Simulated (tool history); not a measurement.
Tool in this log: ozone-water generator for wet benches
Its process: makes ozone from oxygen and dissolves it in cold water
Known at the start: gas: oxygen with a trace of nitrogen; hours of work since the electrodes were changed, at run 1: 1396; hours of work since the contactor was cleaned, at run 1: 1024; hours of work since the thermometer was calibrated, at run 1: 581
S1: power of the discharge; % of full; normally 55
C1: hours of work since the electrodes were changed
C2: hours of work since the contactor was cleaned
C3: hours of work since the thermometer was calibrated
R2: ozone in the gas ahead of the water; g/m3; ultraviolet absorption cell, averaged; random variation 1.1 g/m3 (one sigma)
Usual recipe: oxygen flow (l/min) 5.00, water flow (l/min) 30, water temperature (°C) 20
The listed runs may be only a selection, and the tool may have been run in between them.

run 1 hour=0.0 | S1=55 oxygen_flow_(l/min)=5.00 water_flow_(l/min)=30 water_temperature_(°C)=20 | C1=1396 C2=1024 C3=581 | dissolved_ozone_(ppm)=15.7 R2=184.7
run 2 hour=122.9 | S1=55 oxygen_flow_(l/min)=5.00 water_flow_(l/min)=30 water_temperature_(°C)=20 | C1=1506 C2=1135 C3=692 | dissolved_ozone_(ppm)=15.9 R2=186.3
run 3 hour=211.1 | S1=55 oxygen_flow_(l/min)=5.00 water_flow_(l/min)=30 water_temperature_(°C)=20 | C1=1586 C2=1214 C3=771 | dissolved_ozone_(ppm)=15.2 R2=185.2
run 4 hour=390.1 | S1=55 oxygen_flow_(l/min)=5.00 water_flow_(l/min)=30 water_temperature_(°C)=20 | C1=1747 C2=1375 C3=933 | dissolved_ozone_(ppm)=15.6 R2=187.1
run 5 hour=470.3 | S1=55 oxygen_flow_(l/min)=5.00 water_flow_(l/min)=30 water_temperature_(°C)=20 | C1=1819 C2=1448 C3=1005 | dissolved_ozone_(ppm)=15.7 R2=187.8
run 6 hour=601.3 | S1=55 oxygen_flow_(l/min)=5.00 water_flow_(l/min)=39 water_temperature_(°C)=20 | C1=1937 C2=1566 C3=1123 | dissolved_ozone_(ppm)=11.9 R2=186.6
run 7 hour=731.5 | S1=55 oxygen_flow_(l/min)=5.00 water_flow_(l/min)=30 water_temperature_(°C)=20 | C1=2054 C2=1683 C3=1240 | dissolved_ozone_(ppm)=15.6 R2=184.4
run 8 hour=851.2 | S1=55 oxygen_flow_(l/min)=5.00 water_flow_(l/min)=30 water_temperature_(°C)=20 | C1=2162 C2=1791 C3=1348 | dissolved_ozone_(ppm)=15.5 R2=184.0
run 9 hour=966.3 | S1=55 oxygen_flow_(l/min)=5.00 water_flow_(l/min)=30 water_temperature_(°C)=20 | C1=2266 C2=1894 C3=1452 | dissolved_ozone_(ppm)=15.6 R2=184.2
run 10 hour=1109.9 | S1=55 oxygen_flow_(l/min)=5.00 water_flow_(l/min)=30 water_temperature_(°C)=20 | C1=2395 C2=2024 C3=1581 | dissolved_ozone_(ppm)=15.4 R2=185.3
run 11 hour=1241.5 | S1=55 oxygen_flow_(l/min)=5.00 water_flow_(l/min)=21 water_temperature_(°C)=20 | C1=2514 C2=2142 C3=1700 | dissolved_ozone_(ppm)=21.2 R2=184.0
run 12 hour=1341.7 | S1=55 oxygen_flow_(l/min)=5.00 water_flow_(l/min)=30 water_temperature_(°C)=20 | C1=2604 C2=2232 C3=1790 | dissolved_ozone_(ppm)=15.3 R2=183.6
run 13 hour=1496.3 | S1=55 oxygen_flow_(l/min)=5.00 water_flow_(l/min)=33 water_temperature_(°C)=20 | C1=2743 C2=2372 C3=1929 | dissolved_ozone_(ppm)=13.8 R2=185.0
run 14 hour=1634.6 | S1=55 oxygen_flow_(l/min)=5.00 water_flow_(l/min)=33 water_temperature_(°C)=20 | C1=2868 C2=2496 C3=2054 | dissolved_ozone_(ppm)=14.1 R2=183.4
run 15 hour=1793.6 | S1=55 oxygen_flow_(l/min)=4.03 water_flow_(l/min)=30 water_temperature_(°C)=20 | C1=3011 C2=2640 C3=2197 | dissolved_ozone_(ppm)=15.1 R2=207.0
run 16 hour=1948.8 | S1=55 oxygen_flow_(l/min)=4.03 water_flow_(l/min)=30 water_temperature_(°C)=20 | C1=3151 C2=2779 C3=2337 | dissolved_ozone_(ppm)=15.2 R2=206.7
run 17 hour=2038.8 | S1=89 oxygen_flow_(l/min)=5.00 water_flow_(l/min)=30 water_temperature_(°C)=20 | C1=3232 C2=2860 C3=2418 | dissolved_ozone_(ppm)=22.4 R2=268.6
run 18 hour=2182.2 | S1=89 oxygen_flow_(l/min)=5.00 water_flow_(l/min)=30 water_temperature_(°C)=20 | C1=3361 C2=2990 C3=2547 | dissolved_ozone_(ppm)=22.0 R2=269.0
run 19 hour=2289.8 | S1=49 oxygen_flow_(l/min)=5.00 water_flow_(l/min)=30 water_temperature_(°C)=17 | C1=3458 C2=3087 C3=2644 | dissolved_ozone_(ppm)=14.3 R2=164.7
run 20 hour=2384.3 | S1=73 oxygen_flow_(l/min)=7.14 water_flow_(l/min)=37 water_temperature_(°C)=24 | C1=3543 C2=3172 C3=2729 | dissolved_ozone_(ppm)=14.8 R2=182.1
run 21 hour=2520.4 | S1=73 oxygen_flow_(l/min)=7.14 water_flow_(l/min)=37 water_temperature_(°C)=24 | C1=3666 C2=3294 C3=2852 | dissolved_ozone_(ppm)=14.6 R2=182.1
run 22 hour=2706.9 | S1=43 oxygen_flow_(l/min)=5.00 water_flow_(l/min)=33 water_temperature_(°C)=20 | C1=3834 C2=3462 C3=3020 | dissolved_ozone_(ppm)=11.1 R2=148.1
run 23 hour=2800.4 | S1=43 oxygen_flow_(l/min)=5.00 water_flow_(l/min)=33 water_temperature_(°C)=20 | C1=3918 C2=3546 C3=3104 | dissolved_ozone_(ppm)=11.3 R2=148.2
run 24 hour=2930.2 | S1=55 oxygen_flow_(l/min)=2.54 water_flow_(l/min)=32 water_temperature_(°C)=20 | C1=4035 C2=3663 C3=3221 | dissolved_ozone_(ppm)=13.0 R2=277.8

Run 25, settings as shown, results not yet in. Your forecast:
run 25 hour=3089.1 | S1=55 oxygen_flow_(l/min)=3.00 water_flow_(l/min)=32 water_temperature_(°C)=13 | C1=4178 C2=3806 C3=3364 | dissolved_ozone_(ppm)=? R2=?

dissolved ozone (ppm): 14.1
R2: 250.3 g/m3
If the tool had no hidden condition, the same run with the same run-to-run variation would have returned dissolved ozone (ppm) 15.5, R2 263.9 g/m3.

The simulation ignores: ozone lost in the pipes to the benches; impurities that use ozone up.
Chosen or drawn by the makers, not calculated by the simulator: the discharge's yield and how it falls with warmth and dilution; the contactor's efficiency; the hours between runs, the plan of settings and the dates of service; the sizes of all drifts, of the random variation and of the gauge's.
